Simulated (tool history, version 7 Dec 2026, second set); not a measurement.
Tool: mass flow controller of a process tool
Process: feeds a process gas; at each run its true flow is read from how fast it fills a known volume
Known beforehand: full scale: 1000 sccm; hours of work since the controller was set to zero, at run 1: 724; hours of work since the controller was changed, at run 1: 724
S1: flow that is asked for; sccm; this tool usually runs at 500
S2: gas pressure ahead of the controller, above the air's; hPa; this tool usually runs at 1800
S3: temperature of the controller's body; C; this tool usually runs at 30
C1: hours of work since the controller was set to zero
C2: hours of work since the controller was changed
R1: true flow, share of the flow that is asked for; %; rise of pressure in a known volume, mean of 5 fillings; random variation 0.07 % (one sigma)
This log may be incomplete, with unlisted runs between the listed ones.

{"run": 1, "day": 0.0, "S1": 500, "S2": 1800, "S3": 30, "C1": 724, "C2": 724, "R1": 98.71}
{"run": 2, "day": 1.983, "S1": 500, "S2": 1800, "S3": 30, "C1": 762, "C2": 762, "R1": 98.48}
{"run": 3, "day": 6.033, "S1": 500, "S2": 1800, "S3": 30, "C1": 839, "C2": 839, "R1": 98.69}
{"run": 4, "day": 8.562, "S1": 500, "S2": 1800, "S3": 30, "C1": 888, "C2": 888, "R1": 98.57}
{"run": 5, "day": 11.158, "S1": 500, "S2": 1800, "S3": 30, "C1": 937, "C2": 937, "R1": 98.64}
{"run": 6, "day": 13.442, "S1": 500, "S2": 1800, "S3": 30, "C1": 981, "C2": 981, "R1": 98.49}
{"run": 7, "day": 16.338, "S1": 500, "S2": 1800, "S3": 30, "C1": 1036, "C2": 1036, "R1": 98.66}
{"run": 8, "day": 19.412, "S1": 500, "S2": 1800, "S3": 30, "C1": 1095, "C2": 1095, "R1": 98.53}
{"run": 9, "day": 23.608, "S1": 500, "S2": 1800, "S3": 30, "C1": 1175, "C2": 1175, "R1": 98.55}
{"run": 10, "day": 25.425, "S1": 500, "S2": 1800, "S3": 30, "C1": 1209, "C2": 1209, "R1": 98.42}
{"run": 11, "day": 27.767, "S1": 500, "S2": 1800, "S3": 30, "C1": 1254, "C2": 1254, "R1": 98.45}
{"run": 12, "day": 31.742, "S1": 500, "S2": 1800, "S3": 21, "C1": 1330, "C2": 1330, "R1": 98.63}
{"run": 13, "day": 35.438, "S1": 500, "S2": 1800, "S3": 26, "C1": 1400, "C2": 1400, "R1": 98.59}
{"run": 14, "day": 37.138, "S1": 500, "S2": 1800, "S3": 26, "C1": 1433, "C2": 1433, "R1": 98.43}
{"run": 15, "day": 39.362, "S1": 797, "S2": 1800, "S3": 21, "C1": 1475, "C2": 1475, "R1": 99.28}
{"run": 16, "day": 41.946, "S1": 500, "S2": 1780, "S3": 22, "C1": 1525, "C2": 1525, "R1": 98.43}
{"run": 17, "day": 45.283, "S1": 133, "S2": 2340, "S3": 26, "C1": 1588, "C2": 1588, "R1": 97.69}
{"run": 18, "day": 49.021, "S1": 112, "S2": 2570, "S3": 36, "C1": 1660, "C2": 1660, "R1": 97.42}
{"run": 19, "day": 52.058, "S1": 112, "S2": 2570, "S3": 36, "C1": 1718, "C2": 1718, "R1": 97.5}
{"run": 20, "day": 54.058, "S1": 108, "S2": 1640, "S3": 30, "C1": 1756, "C2": 1756, "R1": 97.39}
{"run": 21, "day": 56.358, "S1": 500, "S2": 1980, "S3": 30, "C1": 1800, "C2": 1800, "R1": 98.32}
{"run": 22, "day": 58.571, "S1": 500, "S2": 1980, "S3": 30, "C1": 1842, "C2": 1842, "R1": 98.27}
{"run": 23, "day": 62.088, "S1": 500, "S2": 1980, "S3": 30, "C1": 1909, "C2": 1909, "R1": 98.28}

Branching from run 23: 4 alternative next runs. What would each branch give?
{"run": "A", "day": 65.017, "S1": 236, "S2": 2380, "S3": 24, "C1": 1965, "C2": 1965, "R1": "?"}
{"run": "B", "day": 65.017, "S1": 500, "S2": 1980, "S3": 33, "C1": 1965, "C2": 1965, "R1": "?"}
{"run": "C", "day": 65.017, "S1": 500, "S2": 2750, "S3": 30, "C1": 1965, "C2": 1965, "R1": "?"}
{"run": "D", "day": 65.017, "S1": 682, "S2": 1800, "S3": 29, "C1": 1965, "C2": 1965, "R1": "?"}

run=A R1=97.76
run=B R1=98.02
run=C R1=98.47
run=D R1=98.59
Stripped of hidden state, with their random variation kept, the same runs would have yielded:
run=A R1=98.27
run=B R1=98.53
run=C R1=98.99
run=D R1=99.10
